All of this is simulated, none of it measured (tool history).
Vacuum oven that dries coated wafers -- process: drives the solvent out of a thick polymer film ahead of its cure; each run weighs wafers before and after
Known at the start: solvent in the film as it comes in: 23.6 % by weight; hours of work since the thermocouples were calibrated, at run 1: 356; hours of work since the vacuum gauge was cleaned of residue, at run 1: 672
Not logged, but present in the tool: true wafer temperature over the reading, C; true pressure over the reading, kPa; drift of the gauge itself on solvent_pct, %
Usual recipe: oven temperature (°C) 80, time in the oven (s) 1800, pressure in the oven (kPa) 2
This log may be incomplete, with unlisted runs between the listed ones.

run	hour	oven temperature (°C)	time in the oven (s)	pressure in the oven (kPa)	hours of work since the thermocouples were calibrated	hours of work since the vacuum gauge was cleaned of residue	solvent left in the film (%)
1	0	80	1800	2	356	672	2.9
2	27.6	80	1800	2	370	686	2.9
3	53.1	80	1800	2	384	700	2.91
4	105	80	1800	1.28	411	727	2.61
5	149.7	80	1800	2	435	751	2.89
6	174.4	80	1800	1.42	448	764	2.68
7	224.5	80	960	2	474	790	6.4
8	255.6	80	1800	1.04	490	807	2.5
9	291.1	79	1800	2	509	825	3.18
10	339.4	80	1800	1.21	535	851	2.59
11	383.3	80	1320	2	558	874	4.46
12	415.4	80	1440	2	575	891	3.99
13	448.4	80	1800	2	592	908	2.89
14	482.2	80	1800	2	610	926	2.89
15	522.3	87	1800	2	631	947	1.41
16	551.6	87	1800	2	646	963	1.45
17	590	87	1800	2	667	983	1.44
18	636.7	87	1800	2	691	1007	1.44
19	669.9	87	1800	1.77	709	1025	1.34
20	698.7	80	1680	2	724	1040	3.19
21	754.9	80	1680	2	754	1070	3.17
22	797.4	80	1680	2	776	1092	3.15
23	838.9	80	1680	2	798	1114	3.14
24	874.4	80	1680	2	816	1133	3.18
25	906.9	80	1680	2	834	1150	3.15
26	954	80	1500	3.9	858	1175	4.44
27	984.2	89	1500	6.61	874	1190	2.94
28	1008.4	89	1500	6.61	887	1203	2.97
29	1033.3	80	1800	2.55	900	1216	3.08
30	1072.2	80	1020	4.23	921	1237	6.7
31	1115.1	70	2100	1.07	943	1259	5.06
32	1157.5	71	1860	1.44	966	1282	5.63
33	1197.4	71	2040	4.23	987	1303	6.56
34	1254.9	69	1920	1.6	1017	1333	6.32
35	1293.4	88	1800	1.15	1037	1353	1
36	1350.2	80	1920	1.18	1067	1383	2.27
37	1394.5	80	1920	1.18	1090	1407	2.22
38	1440.5	67	1800	2	1115	1431	7.82
39	1466.9	91	1980	2.06	1129	1445	0.92
40	1513.6	91	1020	5.6	1153	1469	3.27
# hour 1538.2: oven's thermocouples calibrated
41	1538.7	74	1080	6.4	0	1482	10.4
42	1582.4	80	2460	2	23	1504	2.13
43	1639.3	80	2460	2	53	1534	2.12
44	1675.9	80	1800	5.94	73	1554	4.89
45	1708.9	80	1800	5.94	90	1571	4.85
46	1732.2	80	1800	5.94	102	1583	4.86
47	1778.5	72	1020	1.16	127	1608	9.37

Forecast each of these 4 alternatives for the next run:
A	1807.8	94	1800	1.48	142	1623	?
B	1807.8	80	2220	5.01	142	1623	?
C	1807.8	85	1020	1.32	142	1623	?
D	1807.8	66	1020	3.2	142	1623	?

run	solvent left in the film (%)
A	0.73
B	3.72
C	4.14
D	12.87
The same runs, with their run-to-run variation unchanged, on a tool lacking any hidden condition would have given:
run	solvent left in the film (%)
A	0.53
B	3.41
C	3.94
D	12.59

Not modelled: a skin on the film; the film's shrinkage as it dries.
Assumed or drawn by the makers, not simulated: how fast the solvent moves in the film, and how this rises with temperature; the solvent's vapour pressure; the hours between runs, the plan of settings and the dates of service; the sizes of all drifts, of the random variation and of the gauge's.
